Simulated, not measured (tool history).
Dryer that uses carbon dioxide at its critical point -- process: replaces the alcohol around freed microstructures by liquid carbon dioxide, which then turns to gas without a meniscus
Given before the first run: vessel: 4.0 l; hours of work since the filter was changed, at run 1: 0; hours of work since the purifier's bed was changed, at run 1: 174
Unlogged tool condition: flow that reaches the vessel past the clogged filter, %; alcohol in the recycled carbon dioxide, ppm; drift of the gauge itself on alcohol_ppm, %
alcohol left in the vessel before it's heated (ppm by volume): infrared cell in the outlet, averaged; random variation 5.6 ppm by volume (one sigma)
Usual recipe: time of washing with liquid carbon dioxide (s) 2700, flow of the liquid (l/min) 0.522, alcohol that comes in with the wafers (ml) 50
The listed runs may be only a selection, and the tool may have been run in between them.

| run | hour | time of washing with liquid carbon dioxide (s) | flow of the liquid (l/min) | alcohol that comes in with the wafers (ml) | hours of work since the filter was changed | hours of work since the purifier's bed was changed | alcohol left in the vessel before it's heated (ppm by volume) |
|---|---|---|---|---|---|---|---|
| 1 | 0 | 2700 | 0.522 | 50 | 0 | 174 | 192 |
| 2 | 22.9 | 2700 | 0.522 | 50 | 8 | 182 | 181 |
| 3 | 59.1 | 2700 | 0.522 | 106 | 21 | 195 | 368 |
| 4 | 90.7 | 2700 | 0.522 | 50 | 33 | 206 | 199 |
| 5 | 123 | 2700 | 0.522 | 50 | 44 | 218 | 199 |
| 6 | 158.4 | 2700 | 0.522 | 50 | 57 | 231 | 199 |
| 7 | 192.5 | 2700 | 0.522 | 50 | 69 | 243 | 207 |
| 8 | 226.9 | 2700 | 0.522 | 50 | 82 | 255 | 218 |
| 9 | 250.6 | 2700 | 0.827 | 50 | 90 | 264 | 48 |
| 10 | 283.9 | 2700 | 0.522 | 50 | 102 | 276 | 206 |
| 11 | 313.4 | 2700 | 0.513 | 50 | 113 | 287 | 243 |
| 12 | 347.6 | 2700 | 0.39 | 50 | 125 | 299 | 598 |
| 13 | 381.4 | 2700 | 0.39 | 50 | 137 | 311 | 579 |
| 14 | 418.4 | 4080 | 0.663 | 50 | 150 | 324 | 50 |
| 15 | 436.1 | 4080 | 0.663 | 50 | 157 | 331 | 60 |
| 16 | 465.2 | 4080 | 0.663 | 50 | 167 | 341 | 49 |
| 17 | 498.9 | 3840 | 0.333 | 27 | 179 | 353 | 209 |
| 18 | 514.9 | 3840 | 0.333 | 27 | 185 | 359 | 198 |
| 19 | 535.4 | 2760 | 0.522 | 36 | 192 | 366 | 173 |
| 20 | 558.4 | 2400 | 0.546 | 50 | 201 | 375 | 297 |
| 21 | 580.7 | 3540 | 0.546 | 50 | 209 | 383 | 93 |
| 22 | 605.1 | 3540 | 0.546 | 50 | 218 | 391 | 103 |
| 23 | 637.9 | 3600 | 0.522 | 34 | 229 | 403 | 94 |
| 24 | 655.8 | 3660 | 0.456 | 84 | 236 | 410 | 209 |
| 25 | 691.4 | 2220 | 0.456 | 30 | 249 | 422 | 429 |
| 26 | 712.3 | 2220 | 0.456 | 30 | 256 | 430 | 437 |

5 options for the next run, each taken on its own from the tool as it stands now. Forecast them:
| A | 738.6 | 4080 | 0.522 | 36 | 266 | 439 | ? |
| B | 738.6 | 2340 | 0.797 | 46 | 266 | 439 | ? |
| C | 738.6 | 2700 | 0.713 | 98 | 266 | 439 | ? |
| D | 738.6 | 2700 | 0.828 | 50 | 266 | 439 | ? |
| E | 738.6 | 2760 | 0.766 | 93 | 266 | 439 | ? |

| run | alcohol left in the vessel before it's heated (ppm by volume) |
|---|---|
| A | 76 |
| B | 105 |
| C | 134 |
| D | 76 |
| E | 108 |
Without the tool's unlogged condition, the same runs would have read:
| run | alcohol left in the vessel before it's heated (ppm by volume) |
|---|---|
| A | 14 |
| B | 39 |
| C | 62 |
| D | 14 |
| E | 41 |
